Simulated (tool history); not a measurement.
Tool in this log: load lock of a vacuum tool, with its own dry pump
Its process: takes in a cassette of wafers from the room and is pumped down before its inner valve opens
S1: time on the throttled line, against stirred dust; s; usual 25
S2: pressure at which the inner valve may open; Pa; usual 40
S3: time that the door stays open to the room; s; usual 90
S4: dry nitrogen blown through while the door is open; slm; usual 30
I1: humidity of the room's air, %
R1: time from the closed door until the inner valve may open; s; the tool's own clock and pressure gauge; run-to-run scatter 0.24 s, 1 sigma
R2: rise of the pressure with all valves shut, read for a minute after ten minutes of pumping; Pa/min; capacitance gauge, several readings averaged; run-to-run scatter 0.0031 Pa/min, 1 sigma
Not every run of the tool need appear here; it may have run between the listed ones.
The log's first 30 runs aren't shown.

run 31 hour=3795.6 | S1=20 S2=39 S3=162 S4=9 | I1=46.4 | R1=32.2 R2=0.264
run 32 hour=3910.6 | S1=20 S2=39 S3=162 S4=9 | I1=45.6 | R1=31.7 R2=0.265
run 33 hour=3998.0 | S1=20 S2=39 S3=67 S4=9 | I1=48.6 | R1=32.0 R2=0.215
run 34 hour=4124.3 | S1=26 S2=40 S3=26 S4=30 | I1=44.8 | R1=37.3 R2=0.155
run 35 hour=4250.3 | S1=26 S2=40 S3=26 S4=30 | I1=46.3 | R1=37.6 R2=0.156
run 36 hour=4430.4 | S1=26 S2=40 S3=26 S4=30 | I1=48.7 | R1=37.3 R2=0.170
run 37 hour=4609.3 | S1=15 S2=53 S3=90 S4=30 | I1=42.6 | R1=27.3 R2=0.188
run 38 hour=4726.5 | S1=45 S2=35 S3=161 S4=5 | I1=43.1 | R1=54.5 R2=0.282

What if the next run were any one of these 3? Each begins from the tool's condition after run 38:
run A hour=4799.9 | S1=45 S2=34 S3=161 S4=6 | I1=44.7 | R1=? R2=?
run B hour=4799.9 | S1=26 S2=73 S3=161 S4=5 | I1=48.4 | R1=? R2=?
run C hour=4799.9 | S1=25 S2=40 S3=90 S4=39 | I1=46.5 | R1=? R2=?

run=A R1=54.4 R2=0.288
run=B R1=36.5 R2=0.299
run=C R1=36.9 R2=0.187
Take away the tool's hidden state, keep each run's random variation, and the runs would have read:
run=A R1=51.8 R2=0.159
run=B R1=33.7 R2=0.171
run=C R1=33.7 R2=0.060
